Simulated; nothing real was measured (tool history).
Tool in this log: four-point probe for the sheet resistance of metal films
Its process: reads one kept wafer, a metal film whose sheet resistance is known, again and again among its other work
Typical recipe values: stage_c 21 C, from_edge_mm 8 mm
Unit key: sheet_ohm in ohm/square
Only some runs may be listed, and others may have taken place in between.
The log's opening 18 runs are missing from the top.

run	hour	stage_c	from_edge_mm	sheet_ohm
19	729.0	21	8	0.575651
20	767.1	21	8	0.575223
21	816.1	21	8	0.575233
22	868.3	21	51	0.573189
23	901.0	21	70	0.573245
24	940.1	19	8	0.574925
25	965.7	29	13	0.574992
26	1022.0	29	30	0.574064
27	1046.7	19	36	0.572941
28	1102.6	19	36	0.573011
29	1132.9	19	36	0.572680
30	1165.2	26	9	0.575047
31	1216.9	26	5	0.578489
# hour 1245.8: stage's thermometer calibrated
32	1261.9	31	41	0.574762
33	1298.6	31	41	0.574843
34	1336.8	20	50	0.573461
35	1393.8	30	8	0.576490
36	1422.0	30	8	0.576419
37	1466.7	29	7	0.576813
38	1493.7	24	8	0.575792
39	1525.5	23	31	0.573721
40	1552.2	19	30	0.573134
41	1598.9	19	30	0.573308

Forecast each of these 4 alternatives for the next run:
A	1634.0	24	8	?
B	1634.0	21	63	?
C	1634.0	19	10	?
D	1634.0	24	6	?

run	sheet_ohm
A	0.575357
B	0.573423
C	0.574200
D	0.577054
Take away the tool's hidden state, keep each run's random variation, and the runs would have read:
run	sheet_ohm
A	0.578536
B	0.576594
C	0.577375
D	0.580243
